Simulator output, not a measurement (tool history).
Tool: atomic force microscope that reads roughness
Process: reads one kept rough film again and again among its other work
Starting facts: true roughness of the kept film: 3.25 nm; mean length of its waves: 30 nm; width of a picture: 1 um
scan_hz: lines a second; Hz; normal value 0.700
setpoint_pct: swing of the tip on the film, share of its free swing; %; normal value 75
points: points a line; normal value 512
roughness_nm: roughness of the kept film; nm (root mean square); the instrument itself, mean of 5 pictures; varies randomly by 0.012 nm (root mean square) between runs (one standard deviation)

run    hour  scan_hz  setpoint_pct  points  roughness_nm
  1     0.0    0.700            75     512         2.658
  2    36.4    0.700            75     512         2.177
       49.2  -- new tip fitted
  3    60.6    0.700            75     512         2.523
       96.6  -- new tip fitted
  4   101.0    0.700            75     512         2.617
  5   126.9    0.700            75     512         2.205
      146.8  -- new tip fitted
  6   153.5    0.700            75     512         2.602
  7   179.4    0.700            75     512         2.202
      196.4  -- new tip fitted
  8   219.0    0.700            75     512         2.351
      246.0  -- new tip fitted
  9   260.0    0.700            75     362         2.473
      294.2  -- new tip fitted
 10   294.2    0.700            75     512         2.679
 11   316.6    0.700            75     512         2.349
      341.4  -- new tip fitted
 12   354.0    0.700            75     656         2.470
 13   383.4    0.700            75     512         2.100
      389.7  -- new tip fitted
 14   420.2    0.700            75     512         2.205
      437.5  -- new tip fitted
 15   463.7    0.700            75     512         2.257
      486.4  -- new tip fitted
 16   487.7    0.700            75     498         2.666
 17   527.9    0.700            75     608         2.060
      534.3  -- new tip fitted
 18   572.7    0.700            75     608         2.139
      583.8  -- new tip fitted
 19   606.4    0.700            78     608         2.285
      634.2  -- new tip fitted
 20   647.7    0.700            78     608         2.476
 21   678.7    0.827            75     322         2.050
      682.7  -- new tip fitted
 22   710.8    0.652            58     272         2.312
      731.7  -- new tip fitted
 23   735.7    0.700            75     304         2.642
 24   757.9    0.700            75     304         2.278
      779.5  -- new tip fitted
 25   783.0    0.700            75     304         2.613
 26   808.8    0.700            75     361         2.270
      827.4  -- new tip fitted
 27   839.4    0.700            75     361         2.449
 28   861.5    0.700            75     361         2.185
      875.5  -- new tip fitted
 29   895.9    0.700            75     361         2.336
 30   915.9    0.694            75     512         2.109
      924.1  -- new tip fitted
 31   945.3    0.922            86     502         2.270
      973.7  -- new tip fitted
 32   976.4    0.958            66     512         2.666
 33  1014.5    0.619            75     456         2.096
     1023.1  -- new tip fitted
 34  1040.8    1.607            68     981         2.376
     1070.7  -- new tip fitted
 35  1072.6    1.272            68     512         2.621
 36  1092.9    1.272            68     512         2.315

Below are 3 alternative next runs, each starting from the tool's condition after run 36. Predict each:
  A  1113.3    1.272            68     512             ?
  B  1113.3    0.700            75     534             ?
  C  1113.3    0.965            75     315             ?

run  roughness_nm
  A         2.046
  B         2.074
  C         2.022
With no hidden state in the tool, these same runs would have given:
run  roughness_nm
  A         2.685
  B         2.719
  C         2.653
